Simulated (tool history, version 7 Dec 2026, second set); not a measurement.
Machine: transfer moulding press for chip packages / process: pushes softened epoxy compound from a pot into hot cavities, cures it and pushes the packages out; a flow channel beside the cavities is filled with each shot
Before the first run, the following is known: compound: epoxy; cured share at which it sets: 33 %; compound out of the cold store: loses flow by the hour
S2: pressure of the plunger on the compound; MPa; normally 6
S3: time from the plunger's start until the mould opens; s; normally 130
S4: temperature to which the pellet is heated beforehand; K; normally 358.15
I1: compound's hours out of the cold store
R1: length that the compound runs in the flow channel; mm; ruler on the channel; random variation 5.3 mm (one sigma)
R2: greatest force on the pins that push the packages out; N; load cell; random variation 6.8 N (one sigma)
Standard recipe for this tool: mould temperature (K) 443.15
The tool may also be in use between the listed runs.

run 1 hour=0 | mould_temperature_(K)=443.15 S2=6 S3=130 S4=358.15 | I1=43.3 | R1=512 R2=298
run 2 hour=45.6 | mould_temperature_(K)=443.15 S2=6 S3=130 S4=358.15 | I1=24.3 | R1=566 R2=380
-- hour=77.7 cavities cleaned with cleaning compound and waxed
-- hour=108.2 mould's thermocouples calibrated
run 3 hour=122.6 | mould_temperature_(K)=443.15 S2=6 S3=130 S4=358.15 | I1=23.5 | R1=571 R2=373
-- hour=174.7 cavities cleaned with cleaning compound and waxed
run 4 hour=178.2 | mould_temperature_(K)=443.15 S2=6 S3=130 S4=358.15 | I1=17.6 | R1=580 R2=288
run 5 hour=231.9 | mould_temperature_(K)=443.15 S2=6 S3=130 S4=349.15 | I1=39.2 | R1=501 R2=381
-- hour=269.5 cavities cleaned with cleaning compound and waxed
run 6 hour=276.5 | mould_temperature_(K)=443.15 S2=6 S3=130 S4=358.15 | I1=23.6 | R1=549 R2=288
run 7 hour=318.4 | mould_temperature_(K)=445.15 S2=6 S3=130 S4=358.15 | I1=15.9 | R1=564 R2=341
-- hour=364 cavities cleaned with cleaning compound and waxed
run 8 hour=401.6 | mould_temperature_(K)=445.15 S2=6 S3=130 S4=358.15 | I1=25 | R1=526 R2=342
run 9 hour=453 | mould_temperature_(K)=445.15 S2=6 S3=130 S4=358.15 | I1=10.2 | R1=569 R2=381
-- hour=462.9 cavities cleaned with cleaning compound and waxed
-- hour=541.4 plunger's sealing rings changed
run 10 hour=542.9 | mould_temperature_(K)=445.15 S2=6 S3=130 S4=358.15 | I1=17.1 | R1=590 R2=396
-- hour=563.3 cavities cleaned with cleaning compound and waxed
run 11 hour=618.6 | mould_temperature_(K)=435.15 S2=6.78 S3=162 S4=358.15 | I1=24.1 | R1=631 R2=426
-- hour=658.3 cavities cleaned with cleaning compound and waxed
run 12 hour=683 | mould_temperature_(K)=443.15 S2=6.78 S3=162 S4=358.15 | I1=30.8 | R1=578 R2=289
-- hour=751.4 cavities cleaned with cleaning compound and waxed
run 13 hour=766.6 | mould_temperature_(K)=443.15 S2=6.78 S3=162 S4=358.15 | I1=32.9 | R1=558 R2=268
-- hour=789.6 mould's thermocouples calibrated
run 14 hour=825.6 | mould_temperature_(K)=442.15 S2=5.35 S3=111 S4=365.15 | I1=15.4 | R1=549 R2=500
-- hour=850.6 cavities cleaned with cleaning compound and waxed
run 15 hour=885.4 | mould_temperature_(K)=442.15 S2=5.86 S3=111 S4=359.15 | I1=31.2 | R1=514 R2=442

Subtracting, for every run, the result it would have given without the tool's unlogged condition from the measured result gives the following. The same run-to-run variation enters both numbers; the gauge's scatter may not:
Hidden conditions of the tool in this case: true mould temperature over the reading, C; pressure that reaches the compound, % of what is set; grip of the stained cavities, % over clean ones'; drift of the gauge itself on flow_mm, %; drift of the gauge itself on push_out_n, %.
run=1 R1=-2 R2=+39
run=2 R1=-9 R2=+109
run=3 R1=-13 R2=+103
run=4 R1=-18 R2=+14
run=5 R1=-22 R2=+116
run=6 R1=-29 R2=+22
run=7 R1=-34 R2=+93
run=8 R1=-41 R2=+84
run=9 R1=-51 R2=+133
run=10 R1=-2 R2=+131
run=11 R1=-10 R2=+117
run=12 R1=-16 R2=+55
run=13 R1=-24 R2=+35
run=14 R1=-29 R2=+150
run=15 R1=-33 R2=+95
